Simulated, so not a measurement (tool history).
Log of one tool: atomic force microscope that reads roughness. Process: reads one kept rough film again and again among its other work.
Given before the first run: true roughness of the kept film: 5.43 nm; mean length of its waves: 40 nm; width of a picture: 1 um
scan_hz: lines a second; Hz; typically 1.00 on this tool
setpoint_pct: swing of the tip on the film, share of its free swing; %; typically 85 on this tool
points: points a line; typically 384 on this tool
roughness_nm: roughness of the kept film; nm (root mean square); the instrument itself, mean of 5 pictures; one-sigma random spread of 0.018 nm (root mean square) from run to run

run	hour	scan_hz	setpoint_pct	points	roughness_nm
1	0.0	1.00	85	384	3.836
2	8.9	1.00	85	384	3.792
3	18.6	1.00	85	384	3.754
4	25.6	1.00	85	384	3.690
5	31.7	2.16	85	384	3.232
6	38.3	2.16	85	384	3.189
7	46.2	2.16	85	384	3.144
8	57.7	2.16	85	384	3.135
9	65.1	2.16	85	384	3.073
10	72.5	2.16	85	384	3.047
11	79.9	2.16	85	384	3.055
12	87.4	1.78	85	898	3.143
13	99.0	1.00	55	384	3.837
14	107.3	0.82	81	989	3.535
15	114.0	1.71	81	896	3.175
16	120.1	1.71	81	896	4.146
17	130.7	1.24	68	384	4.565
18	139.9	1.00	90	434	4.032
19	150.7	1.17	82	666	4.138
20	158.6	0.82	85	297	4.206
21	168.6	0.82	85	297	4.099
22	176.1	3.07	85	771	3.179

Not shown: 3 entries that the log had between the listed runs. Between which runs, and how does the tool's hidden state differ before and after?
Runs 9 to 10: height scale calibrated on a step standard (hour 66.9)
  radius of the tip, nm: 25.1 -> 25.8; height scale over the true one, %: -0.21 -> -0.32
  measured minus no-state result, roughness_nm: -0.689 -> -0.714 nm (root mean square)
Runs 12 to 13: height scale calibrated on a step standard, once more (hour 97.3)
  radius of the tip, nm: 27.5 -> 28.8; height scale over the true one, %: -0.32 -> 0.01
  measured minus no-state result, roughness_nm: -0.802 -> -1.024 nm (root mean square)
Runs 15 to 16: new tip fitted (hour 120.1)
  radius of the tip, nm: 30.6 -> 7.1; height scale over the true one, %: 0 -> -0.01
  measured minus no-state result, roughness_nm: -0.922 -> -0.004 nm (root mean square)
